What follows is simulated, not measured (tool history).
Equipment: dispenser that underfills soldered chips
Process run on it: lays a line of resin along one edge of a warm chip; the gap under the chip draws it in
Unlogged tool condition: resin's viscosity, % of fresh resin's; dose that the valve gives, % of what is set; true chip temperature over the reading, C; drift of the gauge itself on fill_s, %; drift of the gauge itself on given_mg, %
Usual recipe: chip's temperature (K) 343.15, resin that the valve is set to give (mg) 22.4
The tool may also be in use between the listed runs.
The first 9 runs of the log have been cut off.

| run | day | chip's temperature (K) | resin that the valve is set to give (mg) | hours of work since the syringe was changed | hours of work since the valve was cleaned | hours of work since the stage was calibrated | time until the resin shows at the far edge (s) | resin that the valve gave (mg) |
|---|---|---|---|---|---|---|---|---|
|  | 2.604 | new syringe of resin |
| 10 | 2.933 | 343.15 | 27.4 | 5 | 71 | 229 | 133.1 | 26.14 |
|  | 3.179 | new syringe of resin |
| 11 | 3.258 | 343.15 | 27.4 | 1 | 76 | 234 | 98.5 | 25.78 |
| 12 | 3.462 | 338.15 | 27.4 | 4 | 79 | 237 | 163.6 | 25.79 |
| 13 | 3.667 | 341.15 | 22.4 | 7 | 82 | 240 | 191.9 | 21.2 |
|  | 3.742 | new syringe of resin |
| 14 | 3.929 | 343.15 | 25.8 | 3 | 86 | 244 | 117.1 | 24.52 |
| 15 | 4.283 | 358.15 | 22.4 | 8 | 92 | 250 | 97.9 | 20.99 |
|  | 4.325 | new syringe of resin |
| 16 | 4.546 | 343.15 | 21.5 | 3 | 95 | 253 | 123.2 | 20.23 |
| 17 | 4.829 | 343.15 | 21.5 | 8 | 100 | 258 | 182.4 | 20.18 |
|  | 4.896 | new syringe of resin |
| 18 | 5.158 | 343.15 | 19.1 | 4 | 105 | 263 | 139.4 | 17.62 |
| 19 | 5.358 | 342.15 | 25.7 | 7 | 108 | 266 | 174 | 23.82 |
|  | 5.483 | new syringe of resin |
| 20 | 5.754 | 352.15 | 22.4 | 4 | 114 | 272 | 90.8 | 20.77 |
| 21 | 5.992 | 351.15 | 22.2 | 8 | 117 | 275 | 125 | 20.41 |
|  | 6.071 | new syringe of resin |
| 22 | 6.192 | 351.15 | 22.2 | 2 | 120 | 278 | 75.6 | 20.61 |
| 23 | 6.4 | 350.15 | 20.6 | 5 | 124 | 281 | 109.1 | 18.81 |
|  | 6.638 | new syringe of resin |
| 24 | 6.846 | 350.15 | 20.6 | 3 | 130 | 288 | 94.4 | 18.67 |
| 25 | 7.088 | 328.15 | 21.2 | 7 | 134 | 292 | 362.1 | 19.32 |
|  | 7.2 | new syringe of resin |
|  | 7.471 | dispensing valve cleaned and set on the balance |
| 26 | 7.538 | 343.15 | 27 | 5 | 1 | 298 | 133.6 | 26.91 |
|  | 7.812 | new syringe of resin |
| 27 | 7.908 | 356.15 | 25.1 | 2 | 7 | 303 | 59 | 25.07 |
| 28 | 8.35 | 356.15 | 25.1 | 8 | 13 | 310 | 103 | 24.95 |
|  | 8.4 | new syringe of resin |
| 29 | 8.796 | 356.15 | 25.1 | 6 | 20 | 317 | 84.5 | 24.55 |
|  | 8.979 | new syringe of resin |
| 30 | 9.238 | 357.15 | 24 | 4 | 27 | 324 | 69.5 | 23.69 |
|  | 9.567 | new syringe of resin |
| 31 | 9.604 | 343.15 | 24.1 | 1 | 32 | 329 | 100.6 | 23.61 |
| 32 | 9.938 | 350.15 | 22.1 | 6 | 37 | 334 | 111.7 | 21.42 |
|  | 10.125 | new syringe of resin |
| 33 | 10.225 | 343.15 | 20.2 | 2 | 41 | 338 | 113.4 | 19.56 |

The next listed run, before its measurement:
|  | 10.683 | new syringe of resin |
| 34 | 10.7 | 347.15 | 28.7 | 0 | 49 | 345 | ? | ? |

time until the resin shows at the far edge (s): 80.5
resin that the valve gave (mg): 27.86
With the hidden condition absent and the run-to-run variation left alone, this run would have shown time until the resin shows at the far edge (s) 68.2, resin that the valve gave (mg) 28.9.
